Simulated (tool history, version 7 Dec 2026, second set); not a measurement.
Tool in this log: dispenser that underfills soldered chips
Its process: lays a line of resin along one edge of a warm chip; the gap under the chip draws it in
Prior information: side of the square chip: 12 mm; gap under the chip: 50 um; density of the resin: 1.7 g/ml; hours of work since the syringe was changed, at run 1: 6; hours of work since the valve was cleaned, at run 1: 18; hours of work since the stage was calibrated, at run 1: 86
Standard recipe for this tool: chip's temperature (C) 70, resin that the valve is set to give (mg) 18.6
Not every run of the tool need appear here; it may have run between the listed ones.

run,day,chip's temperature (C),resin that the valve is set to give (mg),hours of work since the syringe was changed,hours of work since the valve was cleaned,hours of work since the stage was calibrated,time until the resin shows at the far edge (s),resin that the valve gave (mg)
1,0,70,18.6,6,18,86,219,18.45
# day 0.071: new syringe of resin
2,0.142,70,18.6,1,20,88,184.2,18.35
3,0.292,70,18.6,3,23,90,199.9,18.38
4,0.429,70,18.6,5,25,92,213.9,18.42
# day 0.538: new syringe of resin
5,0.546,60,18.6,0,26,94,284.1,18.48
6,0.704,60,18.6,3,29,96,310.4,18.32
7,0.908,60,18.6,6,32,100,350.1,18.37
# day 1.008: new syringe of resin
8,1.062,60,18.6,1,34,102,295.4,18.43
9,1.154,70,18.6,2,35,103,188.4,18.28
10,1.283,70,18.6,4,37,105,200.6,18.14
11,1.45,70,18.6,7,40,108,220.6,18.29
# day 1.483: new syringe of resin
12,1.625,70,18.6,2,42,110,192.7,18.2
13,1.733,70,18.6,4,44,112,208,18.06
14,1.892,70,18.6,6,46,114,226,18.14
# day 1.954: new syringe of resin
15,2.004,70,18.6,1,48,116,184.4,18.05
16,2.192,70,18.6,4,51,119,201.9,18.09
17,2.346,59,18.7,6,53,121,396,18.23
# day 2.425: new syringe of resin
18,2.446,59,18.7,0,54,122,316.4,18.01
19,2.567,80,22.8,2,56,124,118.8,22.17
20,2.721,80,22.8,5,59,126,129.8,22.1
21,2.842,80,22.8,6,60,128,141.4,22.3
# day 2.9: new syringe of resin
22,2.983,59,18.6,1,62,130,313.2,18.03
23,3.108,59,18.6,3,64,132,347,18.01
24,3.208,68,15.9,5,66,134,242.2,15.41
# day 3.371: new syringe of resin
25,3.383,67,17.1,0,68,136,209.6,16.36
26,3.562,67,17.1,3,71,139,232.3,16.42
27,3.729,67,17.1,5,74,141,249.7,16.41
# day 3.846: new syringe of resin
28,3.892,67,17.1,1,76,144,216.3,16.37
29,4.012,67,17.1,3,78,146,233.5,16.22
30,4.138,64,23,4,80,147,280.9,22.12
31,4.292,60,17.7,7,82,150,391.8,16.98

5 options for the next run, each taken on its own from the tool as it stands now. Forecast them:
# day 4.321: new syringe of resin
A,4.425,68,17.4,2,84,152,?,?
# day 4.321: new syringe of resin
B,4.425,64,18.6,2,84,152,?,?
# day 4.321: new syringe of resin
C,4.425,55,15.9,2,84,152,?,?
# day 4.321: new syringe of resin
D,4.425,58,22.4,2,84,152,?,?
# day 4.321: new syringe of resin
E,4.425,59,17.1,2,84,152,?,?

run,time until the resin shows at the far edge (s),resin that the valve gave (mg)
A,213.4,16.75
B,259.8,17.86
C,422,15.09
D,337.8,21.46
E,334.1,16.4
Take away the tool's hidden state, keep each run's random variation, and the runs would have read:
run,time until the resin shows at the far edge (s),resin that the valve gave (mg)
A,188.2,17.49
B,229.5,18.64
C,368.9,15.76
D,298.9,22.4
E,293.5,17.12

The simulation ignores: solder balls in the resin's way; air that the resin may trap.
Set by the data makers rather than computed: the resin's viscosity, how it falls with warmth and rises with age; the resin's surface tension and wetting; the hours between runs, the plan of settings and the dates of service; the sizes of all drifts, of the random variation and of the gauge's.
